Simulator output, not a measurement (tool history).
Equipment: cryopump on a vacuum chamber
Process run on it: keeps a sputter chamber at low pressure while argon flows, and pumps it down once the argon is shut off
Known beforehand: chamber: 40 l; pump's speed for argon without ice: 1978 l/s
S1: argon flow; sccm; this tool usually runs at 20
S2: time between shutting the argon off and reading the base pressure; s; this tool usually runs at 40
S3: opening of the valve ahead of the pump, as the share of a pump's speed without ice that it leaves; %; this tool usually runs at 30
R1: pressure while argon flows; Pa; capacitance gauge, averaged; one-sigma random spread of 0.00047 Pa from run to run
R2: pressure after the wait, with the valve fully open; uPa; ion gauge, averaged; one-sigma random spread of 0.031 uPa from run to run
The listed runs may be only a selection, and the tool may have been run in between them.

{"run": 1, "hour": 0.0, "S1": 20, "S2": 40, "S3": 30, "R1": 0.0572, "R2": 2.66}
{"run": 2, "hour": 13.9, "S1": 20, "S2": 40, "S3": 30, "R1": 0.0575, "R2": 2.69}
{"run": 3, "hour": 28.8, "S1": 20, "S2": 40, "S3": 30, "R1": 0.0576, "R2": 2.73}
{"run": 4, "hour": 42.6, "S1": 20, "S2": 40, "S3": 30, "R1": 0.0579, "R2": 2.67}
{"run": 5, "hour": 56.3, "S1": 20, "S2": 40, "S3": 30, "R1": 0.0568, "R2": 2.7}
{"run": 6, "hour": 66.2, "S1": 20, "S2": 40, "S3": 30, "R1": 0.0575, "R2": 2.8}
{"run": 7, "hour": 75.1, "S1": 20, "S2": 156, "S3": 30, "R1": 0.0572, "R2": 1.63}
{"run": 8, "hour": 86.7, "S1": 20, "S2": 156, "S3": 30, "R1": 0.0575, "R2": 1.64}
{"run": 9, "hour": 100.0, "S1": 20, "S2": 156, "S3": 30, "R1": 0.0566, "R2": 1.64}
{"run": 10, "hour": 114.6, "S1": 20, "S2": 156, "S3": 30, "R1": 0.0575, "R2": 1.63}
{"run": 11, "hour": 126.2, "S1": 20, "S2": 173, "S3": 30, "R1": 0.0574, "R2": 1.6}
{"run": 12, "hour": 143.0, "S1": 20, "S2": 173, "S3": 30, "R1": 0.0574, "R2": 1.65}
{"run": 13, "hour": 155.0, "S1": 20, "S2": 173, "S3": 30, "R1": 0.0576, "R2": 1.65}
{"run": 14, "hour": 164.1, "S1": 20, "S2": 173, "S3": 30, "R1": 0.0581, "R2": 1.57}
{"run": 15, "hour": 177.3, "S1": 28, "S2": 24, "S3": 30, "R1": 0.0803, "R2": 3.66}
{"run": 16, "hour": 194.5, "S1": 28, "S2": 127, "S3": 18, "R1": 0.1344, "R2": 1.78}
{"run": 17, "hour": 208.5, "S1": 28, "S2": 127, "S3": 18, "R1": 0.1335, "R2": 1.8}
{"run": 18, "hour": 226.8, "S1": 28, "S2": 127, "S3": 18, "R1": 0.1326, "R2": 1.72}
{"run": 19, "hour": 240.9, "S1": 30, "S2": 48, "S3": 18, "R1": 0.1437, "R2": 2.47}
{"run": 20, "hour": 258.9, "S1": 30, "S2": 48, "S3": 18, "R1": 0.1423, "R2": 2.46}
{"run": 21, "hour": 266.7, "S1": 9, "S2": 48, "S3": 15, "R1": 0.0522, "R2": 2.51}
{"run": 22, "hour": 276.9, "S1": 9, "S2": 48, "S3": 15, "R1": 0.0512, "R2": 2.62}
{"run": 23, "hour": 287.5, "S1": 11, "S2": 48, "S3": 25, "R1": 0.0375, "R2": 2.5}
{"run": 24, "hour": 305.3, "S1": 20, "S2": 40, "S3": 55, "R1": 0.0313, "R2": 2.74}
{"run": 25, "hour": 318.2, "S1": 20, "S2": 53, "S3": 51, "R1": 0.0344, "R2": 2.4}

Each run again, without the hidden state but with its own random variation kept:
Hidden state present: pump's speed, % of a pump's without ice; cold plate's temperature, K; leak into the chamber, uPa l/s; drift of the gauge itself on working_pa, %; drift of the gauge itself on base_upa, %.
run=1 R1=0.0570 R2=1.58
run=2 R1=0.0573 R2=1.59
run=3 R1=0.0574 R2=1.61
run=4 R1=0.0577 R2=1.59
run=5 R1=0.0566 R2=1.59
run=6 R1=0.0572 R2=1.66
run=7 R1=0.0569 R2=0.52
run=8 R1=0.0572 R2=0.52
run=9 R1=0.0562 R2=0.52
run=10 R1=0.0571 R2=0.50
run=11 R1=0.0570 R2=0.46
run=12 R1=0.0570 R2=0.48
run=13 R1=0.0572 R2=0.49
run=14 R1=0.0577 R2=0.42
run=15 R1=0.0796 R2=2.51
run=16 R1=0.1337 R2=0.61
run=17 R1=0.1328 R2=0.63
run=18 R1=0.1318 R2=0.56
run=19 R1=0.1428 R2=1.32
run=20 R1=0.1414 R2=1.31
run=21 R1=0.0519 R2=1.34
run=22 R1=0.0510 R2=1.42
run=23 R1=0.0371 R2=1.31
run=24 R1=0.0306 R2=1.56
run=25 R1=0.0337 R2=1.21
